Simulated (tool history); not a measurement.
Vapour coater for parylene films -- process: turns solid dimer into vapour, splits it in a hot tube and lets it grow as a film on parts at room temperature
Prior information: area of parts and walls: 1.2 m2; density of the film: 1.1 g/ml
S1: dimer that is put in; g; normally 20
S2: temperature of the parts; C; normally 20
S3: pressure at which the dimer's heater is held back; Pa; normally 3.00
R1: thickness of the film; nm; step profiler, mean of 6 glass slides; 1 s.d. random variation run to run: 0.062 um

run,hour,S1,S2,S3,R1
1,0.0,20,20,3.00,9130
2,24.9,20,20,3.00,9030
3,54.6,20,20,5.45,8310
4,81.2,20,26,3.00,6860
# hour 86.7: trap's valve overhauled
5,112.7,20,26,3.00,6770
6,137.7,20,20,6.94,7750
7,152.9,20,20,6.94,7720
8,183.6,20,20,3.00,8650
# hour 192.3: trap's valve overhauled, once more
9,217.1,13,13,3.00,8400
10,235.0,13,13,3.00,8330

Forecast run 11:
11,264.3,13,13,4.20,?

For run 11 the tool returned R1 7990 nm.
Had the tool carried no hidden state, the very same run would have given R1 7810 nm.
